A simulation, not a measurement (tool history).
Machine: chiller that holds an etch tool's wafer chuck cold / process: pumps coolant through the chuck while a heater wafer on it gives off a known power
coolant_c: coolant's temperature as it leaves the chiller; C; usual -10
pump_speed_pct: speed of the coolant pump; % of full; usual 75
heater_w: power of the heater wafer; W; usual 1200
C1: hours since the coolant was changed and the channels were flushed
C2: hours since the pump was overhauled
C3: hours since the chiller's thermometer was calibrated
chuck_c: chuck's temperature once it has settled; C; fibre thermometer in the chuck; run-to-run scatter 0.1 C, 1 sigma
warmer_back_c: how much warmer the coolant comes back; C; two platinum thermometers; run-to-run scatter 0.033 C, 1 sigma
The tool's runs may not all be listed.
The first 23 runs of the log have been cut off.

Run 24, day 58.667: usual settings but pump_speed_pct 84 % of full, heater_w 1383 W; C1 4059; C2 3742; C3 1938. Result: chuck_c 6.0 C, warmer_back_c 5.15 C.
Run 25, day 61.200: usual settings but pump_speed_pct 84 % of full, heater_w 1383 W; C1 4120; C2 3803; C3 1999. Result: chuck_c 6.0 C, warmer_back_c 5.12 C.
Run 26, day 64.421: usual settings but coolant_c -18 C, pump_speed_pct 68 % of full, heater_w 1463 W; C1 4197; C2 3880; C3 2076. Result: chuck_c 2.0 C, warmer_back_c 6.76 C.
Run 27, day 66.929: usual settings but coolant_c -18 C, pump_speed_pct 68 % of full, heater_w 1463 W; C1 4258; C2 3940; C3 2136. Result: chuck_c 2.1 C, warmer_back_c 6.86 C.
Run 28, day 68.421: usual settings but coolant_c -18 C, pump_speed_pct 96 % of full, heater_w 1497 W; C1 4293; C2 3976; C3 2172. Result: chuck_c -2.2 C, warmer_back_c 4.89 C.
Run 29, day 71.050: usual settings but coolant_c -17 C, heater_w 1782 W; C1 4357; C2 4039; C3 2235. Result: chuck_c 5.9 C, warmer_back_c 7.58 C.
Run 30, day 72.717: usual settings but coolant_c -17 C, heater_w 1782 W; C1 4397; C2 4079; C3 2275. Result: chuck_c 5.7 C, warmer_back_c 7.47 C.
Run 31, day 74.204: usual settings but coolant_c -13 C, heater_w 1131 W; C1 4432; C2 4115; C3 2311. Result: chuck_c 1.8 C, warmer_back_c 4.82 C.
At day 77.383: chiller's thermometer calibrated.
Run 32, day 77.446: usual settings but coolant_c -8 C, heater_w 1444 W; C1 4509; C2 4192; C3 1. Result: chuck_c 10.2 C, warmer_back_c 6.08 C.

Predict each of these 4 candidate next runs independently; none follows another, all start after run 32:
Run A, day 80.250: usual settings but coolant_c -20 C, heater_w 1263 W; C1 4576; C2 4259; C3 69. Result: chuck_c ?, warmer_back_c ?.
Run B, day 80.250: usual settings but coolant_c -5 C, pump_speed_pct 97 % of full, heater_w 1444 W; C1 4576; C2 4259; C3 69. Result: chuck_c ?, warmer_back_c ?.
Run C, day 80.250: usual settings but coolant_c -14 C, heater_w 748 W; C1 4576; C2 4259; C3 69. Result: chuck_c ?, warmer_back_c ?.
Run D, day 80.250: usual settings but coolant_c -7 C, pump_speed_pct 91 % of full, heater_w 945 W; C1 4576; C2 4259; C3 69. Result: chuck_c ?, warmer_back_c ?.

run  chuck_c  warmer_back_c
  A     -4.0           5.35
  B      9.9           4.68
  C     -4.4           3.20
  D      3.2           3.25
Without the tool's unlogged condition, the same runs would have read:
run  chuck_c  warmer_back_c
  A     -6.9           4.91
  B      7.2           4.30
  C     -6.0           2.94
  D      1.4           2.98

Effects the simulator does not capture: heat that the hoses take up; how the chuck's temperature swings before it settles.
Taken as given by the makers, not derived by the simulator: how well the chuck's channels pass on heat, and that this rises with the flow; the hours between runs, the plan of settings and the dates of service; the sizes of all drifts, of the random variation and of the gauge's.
